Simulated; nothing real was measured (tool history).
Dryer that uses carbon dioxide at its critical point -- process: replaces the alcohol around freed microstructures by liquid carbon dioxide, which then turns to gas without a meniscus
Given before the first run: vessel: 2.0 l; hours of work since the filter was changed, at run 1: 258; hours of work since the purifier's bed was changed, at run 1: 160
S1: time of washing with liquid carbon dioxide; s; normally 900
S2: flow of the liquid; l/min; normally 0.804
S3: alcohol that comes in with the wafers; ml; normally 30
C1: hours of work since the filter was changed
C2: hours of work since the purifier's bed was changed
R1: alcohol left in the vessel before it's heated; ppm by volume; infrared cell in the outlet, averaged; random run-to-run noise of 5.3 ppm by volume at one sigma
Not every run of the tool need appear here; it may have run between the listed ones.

{"run": 1, "hour": 0.0, "S1": 900, "S2": 0.804, "S3": 30, "C1": 258, "C2": 160, "R1": 221}
{"hour": 7.9, "done": "inlet filter changed"}
{"run": 2, "hour": 15.7, "S1": 900, "S2": 0.804, "S3": 30, "C1": 6, "C2": 172, "R1": 176}
{"run": 3, "hour": 24.5, "S1": 900, "S2": 1.156, "S3": 30, "C1": 13, "C2": 179, "R1": 78}
{"run": 4, "hour": 33.4, "S1": 900, "S2": 1.112, "S3": 30, "C1": 20, "C2": 185, "R1": 85}
{"run": 5, "hour": 39.9, "S1": 900, "S2": 1.112, "S3": 30, "C1": 25, "C2": 190, "R1": 78}
{"run": 6, "hour": 54.1, "S1": 900, "S2": 1.112, "S3": 30, "C1": 36, "C2": 201, "R1": 89}
{"run": 7, "hour": 64.2, "S1": 900, "S2": 1.112, "S3": 30, "C1": 44, "C2": 209, "R1": 97}
{"run": 8, "hour": 77.3, "S1": 900, "S2": 1.112, "S3": 30, "C1": 54, "C2": 219, "R1": 96}
{"run": 9, "hour": 86.5, "S1": 900, "S2": 1.112, "S3": 30, "C1": 61, "C2": 226, "R1": 97}
{"run": 10, "hour": 98.9, "S1": 900, "S2": 0.804, "S3": 30, "C1": 70, "C2": 236, "R1": 202}
{"run": 11, "hour": 108.5, "S1": 900, "S2": 0.804, "S3": 30, "C1": 78, "C2": 244, "R1": 217}
{"run": 12, "hour": 122.2, "S1": 960, "S2": 0.804, "S3": 30, "C1": 88, "C2": 254, "R1": 185}
{"run": 13, "hour": 130.3, "S1": 960, "S2": 0.642, "S3": 78, "C1": 95, "C2": 260, "R1": 793}
{"run": 14, "hour": 137.3, "S1": 960, "S2": 0.642, "S3": 78, "C1": 100, "C2": 266, "R1": 813}
{"run": 15, "hour": 144.4, "S1": 720, "S2": 1.006, "S3": 30, "C1": 106, "C2": 271, "R1": 219}
{"run": 16, "hour": 155.9, "S1": 660, "S2": 0.804, "S3": 30, "C1": 114, "C2": 280, "R1": 577}
{"run": 17, "hour": 165.3, "S1": 1140, "S2": 1.299, "S3": 30, "C1": 122, "C2": 287, "R1": 87}
{"run": 18, "hour": 177.3, "S1": 1140, "S2": 0.682, "S3": 30, "C1": 131, "C2": 297, "R1": 200}
{"run": 19, "hour": 185.8, "S1": 1140, "S2": 0.783, "S3": 32, "C1": 138, "C2": 303, "R1": 153}
{"run": 20, "hour": 200.2, "S1": 900, "S2": 0.804, "S3": 87, "C1": 149, "C2": 314, "R1": 518}
{"run": 21, "hour": 207.4, "S1": 840, "S2": 1.066, "S3": 70, "C1": 154, "C2": 320, "R1": 211}
{"run": 22, "hour": 216.6, "S1": 1020, "S2": 1.066, "S3": 64, "C1": 161, "C2": 327, "R1": 136}
{"run": 23, "hour": 225.0, "S1": 960, "S2": 1.066, "S3": 31, "C1": 168, "C2": 334, "R1": 139}
{"run": 24, "hour": 236.4, "S1": 900, "S2": 0.828, "S3": 52, "C1": 177, "C2": 342, "R1": 334}

Selected run-to-run steps in R1, each split into two signed amounts: the part the tool would show with no hidden state at all (from settings, incoming material and random variation), and the remainder, which goes to the hidden state together with any gauge scatter not common to the measured and the hidden-state-free results:
Hidden state at play: flow that reaches the vessel past the clogged filter, %; alcohol in the recycled carbon dioxide, ppm; drift of the gauge itself on alcohol_ppm, %.
Run 12 -> 13: S2 0.804 -> 0.642, S3 30 -> 78. R1 +608 ppm by volume: hidden state +56, all else +552.
Run 14 -> 15: S1 960 -> 720, S2 0.642 -> 1.006, S3 78 -> 30. R1 -594 ppm by volume: hidden state -54, all else -540.
Run 19 -> 20: S1 1140 -> 900, S2 0.783 -> 0.804, S3 32 -> 87. R1 +365 ppm by volume: hidden state +66, all else +299.

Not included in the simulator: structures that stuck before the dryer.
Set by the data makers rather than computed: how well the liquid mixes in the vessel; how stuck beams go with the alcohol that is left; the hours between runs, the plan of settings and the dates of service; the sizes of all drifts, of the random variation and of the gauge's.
